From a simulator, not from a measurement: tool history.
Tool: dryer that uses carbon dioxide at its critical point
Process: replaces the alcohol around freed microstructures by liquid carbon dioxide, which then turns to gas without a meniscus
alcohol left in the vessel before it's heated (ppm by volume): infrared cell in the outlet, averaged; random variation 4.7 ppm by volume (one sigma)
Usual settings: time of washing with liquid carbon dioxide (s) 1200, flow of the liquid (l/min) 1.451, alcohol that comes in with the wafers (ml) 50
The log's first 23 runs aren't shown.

| run | hour | time of washing with liquid carbon dioxide (s) | flow of the liquid (l/min) | alcohol that comes in with the wafers (ml) | alcohol left in the vessel before it's heated (ppm by volume) |
|---|---|---|---|---|---|
| 24 | 168.9 | 1200 | 1.18 | 75 | 95 |
| 25 | 177.5 | 1200 | 1.14 | 83 | 127 |
| 26 | 182.6 | 1200 | 1.14 | 83 | 121 |
| 27 | 190.6 | 1200 | 1.14 | 83 | 128 |
| 28 | 196.9 | 1380 | 2.17 | 58 | 8 |
| 29 | 205.4 | 1200 | 1.97 | 74 | 23 |
| 30 | 212.4 | 1200 | 1.21 | 50 | 59 |
| 31 | 217.4 | 960 | 2.16 | 28 | 22 |
| 32 | 227 | 1200 | 1.03 | 32 | 92 |
| 33 | 235.6 | 1200 | 1.451 | 24 | 24 |
| 34 | 243.8 | 1620 | 1.01 | 49 | 39 |
| 35 | 253.6 | 1620 | 1.01 | 49 | 40 |
| 36 | 258.1 | 1020 | 2.2 | 50 | 25 |
| 37 | 262.6 | 1020 | 2.2 | 50 | 18 |
| 38 | 268.5 | 1020 | 2.2 | 50 | 29 |
| 39 | 273.6 | 900 | 1.98 | 38 | 28 |
| 40 | 277.9 | 1140 | 1.92 | 25 | 11 |
| 41 | 283.3 | 1620 | 1.55 | 50 | 21 |
| 42 | 287.6 | 720 | 1.451 | 25 | 140 |
| 43 | 292.3 | 900 | 1.18 | 107 | 487 |
| 44 | 299 | 1860 | 1.78 | 89 | 18 |
| 45 | 303.7 | 1800 | 1.81 | 38 | 20 |
| 46 | 311 | 780 | 1.451 | 50 | 183 |
| 47 | 321.1 | 780 | 1.451 | 50 | 197 |

Forecast each of these 3 alternatives for the next run:
| A | 327.8 | 1440 | 2.12 | 83 | ? |
| B | 327.8 | 1200 | 1.63 | 25 | ? |
| C | 327.8 | 840 | 1.451 | 33 | ? |

| run | alcohol left in the vessel before it's heated (ppm by volume) |
|---|---|
| A | 20 |
| B | 27 |
| C | 109 |
Without the tool's hidden state the same runs would have given:
| run | alcohol left in the vessel before it's heated (ppm by volume) |
|---|---|
| A | 4 |
| B | 11 |
| C | 80 |
